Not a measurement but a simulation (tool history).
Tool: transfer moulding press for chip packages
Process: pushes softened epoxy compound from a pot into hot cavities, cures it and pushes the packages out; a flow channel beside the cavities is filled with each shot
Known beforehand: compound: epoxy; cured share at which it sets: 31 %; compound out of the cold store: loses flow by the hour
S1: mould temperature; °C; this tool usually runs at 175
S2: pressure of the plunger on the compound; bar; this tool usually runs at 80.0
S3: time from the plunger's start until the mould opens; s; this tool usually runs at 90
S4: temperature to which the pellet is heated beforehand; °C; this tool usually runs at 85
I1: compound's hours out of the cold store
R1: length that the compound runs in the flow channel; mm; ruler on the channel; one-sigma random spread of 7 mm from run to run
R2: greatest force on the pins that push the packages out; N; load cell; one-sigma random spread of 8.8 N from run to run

run,hour,S1,S2,S3,S4,I1,R1,R2
1,0.0,175,80.0,90,85,38.0,667,721
# hour 11.4: cavities cleaned with cleaning compound and waxed
2,18.1,175,80.0,90,85,20.2,717,497
3,25.3,175,80.0,90,85,33.6,685,571
4,32.8,175,80.0,90,85,30.5,694,655
5,40.9,175,80.0,90,90,21.1,721,747
6,49.0,175,80.0,70,85,25.7,701,1310
# hour 53.0: cavities cleaned with cleaning compound and waxed
7,65.6,175,80.0,70,85,14.6,739,993
# hour 71.5: plunger's sealing rings changed
8,77.3,175,80.0,90,85,40.7,729,605
9,91.2,179,80.0,90,85,34.3,720,647
# hour 94.7: mould's thermocouples calibrated
# hour 100.2: cavities cleaned with cleaning compound and waxed
10,104.0,175,80.0,90,85,37.2,736,441
11,120.0,181,91.9,96,79,41.9,736,510
12,130.4,181,68.7,87,79,9.0,739,619
# hour 141.8: cavities cleaned with cleaning compound and waxed
13,148.2,181,68.7,98,89,10.3,710,403
# hour 159.0: mould's thermocouples calibrated, once more
14,159.4,181,68.7,98,89,37.9,639,494
15,170.9,181,68.7,98,89,47.5,627,589
16,182.5,172,80.0,120,85,27.8,765,656
# hour 185.5: cavities cleaned with cleaning compound and waxed
17,191.3,172,60.2,76,79,35.8,632,828
18,207.6,175,74.8,71,93,44.3,668,981
19,219.8,175,74.8,71,93,17.2,749,1259

Alternative continuations, all from the tool just after run 19; predict every row:
# hour 227.0: cavities cleaned with cleaning compound and waxed
A,229.0,175,98.6,71,76,20.9,?,?
# hour 227.0: cavities cleaned with cleaning compound and waxed
B,229.0,179,80.0,90,85,42.2,?,?
# hour 227.0: cavities cleaned with cleaning compound and waxed
C,229.0,169,80.0,92,89,23.7,?,?
# hour 227.0: cavities cleaned with cleaning compound and waxed
D,229.0,178,65.4,71,84,19.1,?,?

run,R1,R2
A,859,718
B,685,350
C,770,575
D,682,567
Had the tool no hidden state, the same runs would have come out as:
run,R1,R2
A,884,659
B,705,322
C,792,528
D,701,521
